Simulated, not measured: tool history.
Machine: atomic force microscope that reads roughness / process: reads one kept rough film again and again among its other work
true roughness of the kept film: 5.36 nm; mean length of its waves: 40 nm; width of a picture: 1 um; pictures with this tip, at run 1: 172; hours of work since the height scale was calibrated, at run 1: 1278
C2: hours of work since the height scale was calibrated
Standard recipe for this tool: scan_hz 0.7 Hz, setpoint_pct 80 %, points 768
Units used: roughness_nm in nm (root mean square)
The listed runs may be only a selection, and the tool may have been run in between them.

{"run": 1, "hour": 0.0, "scan_hz": 0.7, "setpoint_pct": 80, "points": 768, "pictures with this tip": 172, "C2": 1278, "roughness_nm": 4.345}
{"run": 2, "hour": 60.1, "scan_hz": 0.7, "setpoint_pct": 80, "points": 798, "pictures with this tip": 255, "C2": 1304, "roughness_nm": 4.158}
{"hour": 99.4, "done": "new tip fitted"}
{"run": 3, "hour": 105.8, "scan_hz": 0.7, "setpoint_pct": 80, "points": 798, "pictures with this tip": 9, "C2": 1325, "roughness_nm": 4.737}
{"run": 4, "hour": 185.7, "scan_hz": 0.7, "setpoint_pct": 80, "points": 798, "pictures with this tip": 119, "C2": 1361, "roughness_nm": 4.48}
{"run": 5, "hour": 253.5, "scan_hz": 0.7, "setpoint_pct": 80, "points": 768, "pictures with this tip": 213, "C2": 1391, "roughness_nm": 4.26}
{"run": 6, "hour": 301.5, "scan_hz": 0.7, "setpoint_pct": 80, "points": 768, "pictures with this tip": 279, "C2": 1412, "roughness_nm": 4.099}
{"hour": 328.8, "done": "new tip fitted"}
{"run": 7, "hour": 364.5, "scan_hz": 0.7, "setpoint_pct": 80, "points": 768, "pictures with this tip": 49, "C2": 1440, "roughness_nm": 4.617}
{"hour": 372.5, "done": "height scale calibrated on a step standard"}
{"run": 8, "hour": 414.5, "scan_hz": 0.7, "setpoint_pct": 80, "points": 768, "pictures with this tip": 117, "C2": 19, "roughness_nm": 4.421}
{"run": 9, "hour": 480.5, "scan_hz": 0.7, "setpoint_pct": 80, "points": 768, "pictures with this tip": 208, "C2": 48, "roughness_nm": 4.194}
{"hour": 523.1, "done": "height scale calibrated on a step standard, once more"}
{"run": 10, "hour": 544.4, "scan_hz": 0.7, "setpoint_pct": 80, "points": 768, "pictures with this tip": 295, "C2": 10, "roughness_nm": 4.107}
{"hour": 558.1, "done": "new tip fitted"}
{"run": 11, "hour": 580.0, "scan_hz": 0.7, "setpoint_pct": 85, "points": 342, "pictures with this tip": 31, "C2": 25, "roughness_nm": 4.72}
{"run": 12, "hour": 659.0, "scan_hz": 1.101, "setpoint_pct": 65, "points": 768, "pictures with this tip": 140, "C2": 61, "roughness_nm": 4.5}

Branching from run 12: 4 alternative next runs. What would each branch give?
{"run": "A", "hour": 739.8, "scan_hz": 1.101, "setpoint_pct": 65, "points": 866, "pictures with this tip": 252, "C2": 97, "roughness_nm": "?"}
{"run": "B", "hour": 739.8, "scan_hz": 0.544, "setpoint_pct": 80, "points": 768, "pictures with this tip": 252, "C2": 97, "roughness_nm": "?"}
{"run": "C", "hour": 739.8, "scan_hz": 0.696, "setpoint_pct": 80, "points": 379, "pictures with this tip": 252, "C2": 97, "roughness_nm": "?"}
{"run": "D", "hour": 739.8, "scan_hz": 2.499, "setpoint_pct": 82, "points": 401, "pictures with this tip": 252, "C2": 97, "roughness_nm": "?"}

run=A roughness_nm=4.236
run=B roughness_nm=4.23
run=C roughness_nm=4.2
run=D roughness_nm=3.822
The same runs, with their run-to-run variation unchanged, on a tool lacking any hidden condition would have given:
run=A roughness_nm=4.919
run=B roughness_nm=4.912
run=C roughness_nm=4.877
run=D roughness_nm=4.438
